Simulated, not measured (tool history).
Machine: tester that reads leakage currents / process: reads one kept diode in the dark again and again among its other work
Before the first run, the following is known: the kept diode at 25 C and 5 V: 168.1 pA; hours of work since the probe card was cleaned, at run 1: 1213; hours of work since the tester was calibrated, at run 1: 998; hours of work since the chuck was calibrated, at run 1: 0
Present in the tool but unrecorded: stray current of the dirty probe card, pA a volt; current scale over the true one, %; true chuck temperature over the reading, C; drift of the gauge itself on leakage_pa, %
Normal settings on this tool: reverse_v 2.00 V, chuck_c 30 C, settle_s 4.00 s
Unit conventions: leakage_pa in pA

run,hour,reverse_v,chuck_c,settle_s,hours of work since the probe card was cleaned,hours of work since the tester was calibrated,hours of work since the chuck was calibrated,leakage_pa
1,0.0,2.00,30,4.00,1213,998,0,180.67
2,41.1,2.00,30,4.00,1238,1024,26,181.06
3,78.0,2.00,30,4.00,1261,1047,48,182.77
4,107.2,2.00,30,4.00,1280,1065,67,184.24
5,140.4,2.00,30,4.00,1300,1085,87,184.78
6,187.4,2.00,30,4.00,1329,1115,116,185.04
7,228.4,2.00,30,4.00,1355,1140,142,185.32
8,276.3,2.00,36,4.00,1385,1170,172,302.80
9,303.3,2.00,36,4.00,1401,1187,188,304.31
10,350.5,2.00,36,4.00,1431,1216,218,307.50
11,387.7,2.00,36,4.00,1454,1239,241,307.22
12,437.7,2.00,36,4.00,1485,1270,272,308.69
13,470.0,2.00,30,4.00,1505,1290,292,191.17
14,498.4,2.00,30,4.00,1523,1308,310,191.17
15,522.9,2.00,29,4.00,1538,1323,325,177.05
16,556.1,7.50,30,4.00,1558,1344,346,325.06
17,600.3,7.50,30,4.00,1586,1371,373,327.12
18,635.2,7.50,30,4.00,1608,1393,395,327.26
19,680.7,2.00,25,0.78,1636,1421,423,129.23
20,706.1,17.90,36,2.37,1652,1437,439,757.22
21,737.6,5.32,30,0.62,1671,1457,458,291.02
22,777.3,1.73,30,4.00,1696,1481,483,186.77
23,826.2,2.00,21,4.00,1726,1512,513,93.88
24,869.5,5.91,37,1.48,1753,1538,540,538.75
25,910.4,5.91,37,1.48,1779,1564,566,538.19
26,949.8,2.00,20,4.13,1803,1588,590,87.24
27,994.0,2.38,37,1.35,1831,1616,618,379.34
28,1043.7,2.38,37,1.35,1861,1647,648,380.21
29,1094.1,2.38,37,1.35,1893,1678,680,384.22
30,1116.5,1.49,30,0.33,1907,1692,694,183.31
31,1140.4,2.00,27,1.02,1922,1707,709,160.95
32,1170.2,2.00,27,1.02,1940,1725,727,161.50
# hour 1184.5: chuck's temperature calibrated
33,1206.9,2.00,30,0.46,1962,1747,14,181.97
34,1243.3,5.90,30,0.65,1984,1769,37,280.86
35,1283.4,7.01,31,0.65,2009,1794,62,329.54

Table of differences, measured result less the result of that run with no hidden state. Run-to-run variation is the same in both. Gauge scatter possibly is not:
run,leakage_pa
1,+0.42
2,+1.21
3,+2.01
4,+2.68
5,+3.36
6,+4.37
7,+5.21
8,+8.58
9,+9.50
10,+11.15
11,+12.26
12,+13.94
13,+10.43
14,+11.03
15,+10.85
16,+24.62
17,+26.42
18,+27.71
19,+10.91
20,+68.11
21,+26.37
22,+16.11
23,+10.26
24,+50.39
25,+52.39
26,+10.92
27,+38.10
28,+39.96
29,+42.18
30,+21.76
31,+20.68
32,+21.23
33,+0.29
34,+5.26
35,+7.85
